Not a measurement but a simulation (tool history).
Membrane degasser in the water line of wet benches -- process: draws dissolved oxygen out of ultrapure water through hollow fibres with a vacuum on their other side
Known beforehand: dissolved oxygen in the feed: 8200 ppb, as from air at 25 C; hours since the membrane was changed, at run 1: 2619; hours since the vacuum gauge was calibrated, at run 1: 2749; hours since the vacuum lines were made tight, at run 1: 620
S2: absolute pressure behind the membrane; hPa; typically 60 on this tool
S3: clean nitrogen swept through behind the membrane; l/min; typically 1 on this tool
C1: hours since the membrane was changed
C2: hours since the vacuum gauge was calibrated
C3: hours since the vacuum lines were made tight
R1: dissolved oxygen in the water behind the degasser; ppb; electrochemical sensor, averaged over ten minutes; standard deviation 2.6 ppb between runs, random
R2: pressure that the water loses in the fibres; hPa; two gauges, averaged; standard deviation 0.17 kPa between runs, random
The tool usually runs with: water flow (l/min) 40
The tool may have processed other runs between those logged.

{"run": 1, "hour": 0.0, "water flow (l/min)": 40, "S2": 60, "S3": 1, "C1": 2619, "C2": 2749, "C3": 620, "R1": 260.9, "R2": 422.4}
{"run": 2, "hour": 189.3, "water flow (l/min)": 40, "S2": 60, "S3": 1, "C1": 2808, "C2": 2938, "C3": 809, "R1": 256.5, "R2": 421.7}
{"run": 3, "hour": 389.1, "water flow (l/min)": 40, "S2": 60, "S3": 1, "C1": 3008, "C2": 3138, "C3": 1009, "R1": 257.7, "R2": 421}
{"run": 4, "hour": 529.1, "water flow (l/min)": 51, "S2": 60, "S3": 1, "C1": 3148, "C2": 3278, "C3": 1149, "R1": 368, "R2": 536.6}
{"run": 5, "hour": 718.7, "water flow (l/min)": 51, "S2": 60, "S3": 1, "C1": 3338, "C2": 3468, "C3": 1338, "R1": 368, "R2": 540.3}
{"run": 6, "hour": 852.1, "water flow (l/min)": 51, "S2": 60, "S3": 1, "C1": 3471, "C2": 3601, "C3": 1472, "R1": 366.8, "R2": 539}
{"run": 7, "hour": 1013.0, "water flow (l/min)": 51, "S2": 60, "S3": 1, "C1": 3632, "C2": 3762, "C3": 1633, "R1": 360.7, "R2": 540.7}
{"run": 8, "hour": 1188.8, "water flow (l/min)": 51, "S2": 60, "S3": 0.82, "C1": 3808, "C2": 3938, "C3": 1808, "R1": 410.6, "R2": 538.6}
{"run": 9, "hour": 1295.2, "water flow (l/min)": 51, "S2": 60, "S3": 0.82, "C1": 3914, "C2": 4044, "C3": 1915, "R1": 407.8, "R2": 540.7}
{"run": 10, "hour": 1542.5, "water flow (l/min)": 51, "S2": 60, "S3": 0.82, "C1": 4161, "C2": 4291, "C3": 2162, "R1": 407, "R2": 539.3}
{"run": 11, "hour": 1742.1, "water flow (l/min)": 40, "S2": 60, "S3": 1, "C1": 4361, "C2": 4491, "C3": 2362, "R1": 257.9, "R2": 425.5}
{"run": 12, "hour": 1910.8, "water flow (l/min)": 40, "S2": 60, "S3": 1, "C1": 4530, "C2": 4660, "C3": 2530, "R1": 253.4, "R2": 423.9}
{"run": 13, "hour": 2025.9, "water flow (l/min)": 40, "S2": 84.7, "S3": 1, "C1": 4645, "C2": 4775, "C3": 2646, "R1": 446, "R2": 424.9}
{"run": 14, "hour": 2237.5, "water flow (l/min)": 40, "S2": 93, "S3": 1, "C1": 4856, "C2": 4986, "C3": 2857, "R1": 497.1, "R2": 427.3}
{"run": 15, "hour": 2486.4, "water flow (l/min)": 40, "S2": 93, "S3": 1, "C1": 5105, "C2": 5235, "C3": 3106, "R1": 507.8, "R2": 424.6}
{"hour": 2576.0, "done": "seals of the vacuum lines changed"}
{"run": 16, "hour": 2652.4, "water flow (l/min)": 28, "S2": 93, "S3": 1, "C1": 5269, "C2": 5399, "C3": 76, "R1": 357.7, "R2": 297.8}
{"run": 17, "hour": 2885.4, "water flow (l/min)": 28, "S2": 93, "S3": 1, "C1": 5502, "C2": 5632, "C3": 309, "R1": 357.3, "R2": 298.5}
{"run": 18, "hour": 3118.3, "water flow (l/min)": 28, "S2": 93, "S3": 1, "C1": 5735, "C2": 5865, "C3": 542, "R1": 355.1, "R2": 297.9}
{"run": 19, "hour": 3226.1, "water flow (l/min)": 28, "S2": 93, "S3": 1, "C1": 5843, "C2": 5973, "C3": 650, "R1": 356.8, "R2": 298}
{"run": 20, "hour": 3459.4, "water flow (l/min)": 46, "S2": 144.4, "S3": 1, "C1": 6076, "C2": 6206, "C3": 883, "R1": 982.1, "R2": 489.8}
{"run": 21, "hour": 3668.2, "water flow (l/min)": 50, "S2": 60, "S3": 1, "C1": 6285, "C2": 6415, "C3": 1092, "R1": 354.5, "R2": 534.7}
{"run": 22, "hour": 3781.2, "water flow (l/min)": 61, "S2": 120.3, "S3": 0.82, "C1": 6398, "C2": 6528, "C3": 1205, "R1": 1166.1, "R2": 650.4}
{"run": 23, "hour": 3898.6, "water flow (l/min)": 39, "S2": 45.6, "S3": 1, "C1": 6515, "C2": 6645, "C3": 1323, "R1": 142.6, "R2": 418.2}
{"run": 24, "hour": 4067.5, "water flow (l/min)": 39, "S2": 45.6, "S3": 1, "C1": 6684, "C2": 6814, "C3": 1492, "R1": 139.6, "R2": 418.4}
{"run": 25, "hour": 4242.8, "water flow (l/min)": 62, "S2": 61.6, "S3": 2.28, "C1": 6860, "C2": 6990, "C3": 1667, "R1": 381, "R2": 661.3}
{"run": 26, "hour": 4359.8, "water flow (l/min)": 37, "S2": 124.4, "S3": 1.42, "C1": 6977, "C2": 7107, "C3": 1784, "R1": 511.9, "R2": 396.8}
{"run": 27, "hour": 4580.5, "water flow (l/min)": 37, "S2": 124.4, "S3": 1.42, "C1": 7197, "C2": 7327, "C3": 2005, "R1": 515.9, "R2": 395.5}
{"run": 28, "hour": 4805.6, "water flow (l/min)": 37, "S2": 124.4, "S3": 1.42, "C1": 7423, "C2": 7552, "C3": 2230, "R1": 513.3, "R2": 397}
{"run": 29, "hour": 4927.5, "water flow (l/min)": 40, "S2": 60, "S3": 1.32, "C1": 7544, "C2": 7674, "C3": 2352, "R1": 212.3, "R2": 427.4}
{"run": 30, "hour": 5184.8, "water flow (l/min)": 53, "S2": 117.8, "S3": 0.55, "C1": 7802, "C2": 7932, "C3": 2609, "R1": 1266.3, "R2": 572.1}
{"hour": 5234.0, "done": "gauge calibrated"}
{"hour": 5335.8, "done": "vacuum gauge calibrated"}
{"run": 31, "hour": 5385.7, "water flow (l/min)": 53, "S2": 117.8, "S3": 0.55, "C1": 8002, "C2": 50, "C3": 2809, "R1": 1248.7, "R2": 559}

Branching from run 31: 5 alternative next runs. What would each branch give?
{"hour": 5567.2, "done": "membrane cartridge changed"}
{"run": "A", "hour": 5638.7, "water flow (l/min)": 40, "S2": 117.8, "S3": 2.06, "C1": 72, "C2": 299, "C3": 3058, "R1": "?", "R2": "?"}
{"hour": 5567.2, "done": "membrane cartridge changed"}
{"run": "B", "hour": 5638.7, "water flow (l/min)": 53, "S2": 129.3, "S3": 1.39, "C1": 72, "C2": 299, "C3": 3058, "R1": "?", "R2": "?"}
{"hour": 5567.2, "done": "membrane cartridge changed"}
{"run": "C", "hour": 5638.7, "water flow (l/min)": 54, "S2": 43, "S3": 1, "C1": 72, "C2": 299, "C3": 3058, "R1": "?", "R2": "?"}
{"hour": 5567.2, "done": "membrane cartridge changed"}
{"run": "D", "hour": 5638.7, "water flow (l/min)": 49, "S2": 58.4, "S3": 1.49, "C1": 72, "C2": 299, "C3": 3058, "R1": "?", "R2": "?"}
{"hour": 5567.2, "done": "membrane cartridge changed"}
{"run": "E", "hour": 5638.7, "water flow (l/min)": 53, "S2": 105, "S3": 0.55, "C1": 72, "C2": 299, "C3": 3058, "R1": "?", "R2": "?"}

run=A R1=395.6 R2=423.7
run=B R1=792.2 R2=557.7
run=C R1=240.8 R2=568.2
run=D R1=271.3 R2=516.7
run=E R1=1108.5 R2=556
Without the tool's hidden state the same runs would have given:
run=A R1=395.6 R2=422.9
run=B R1=792.2 R2=556.8
run=C R1=240.7 R2=567.2
run=D R1=271.3 R2=515.8
run=E R1=1108.6 R2=555.1
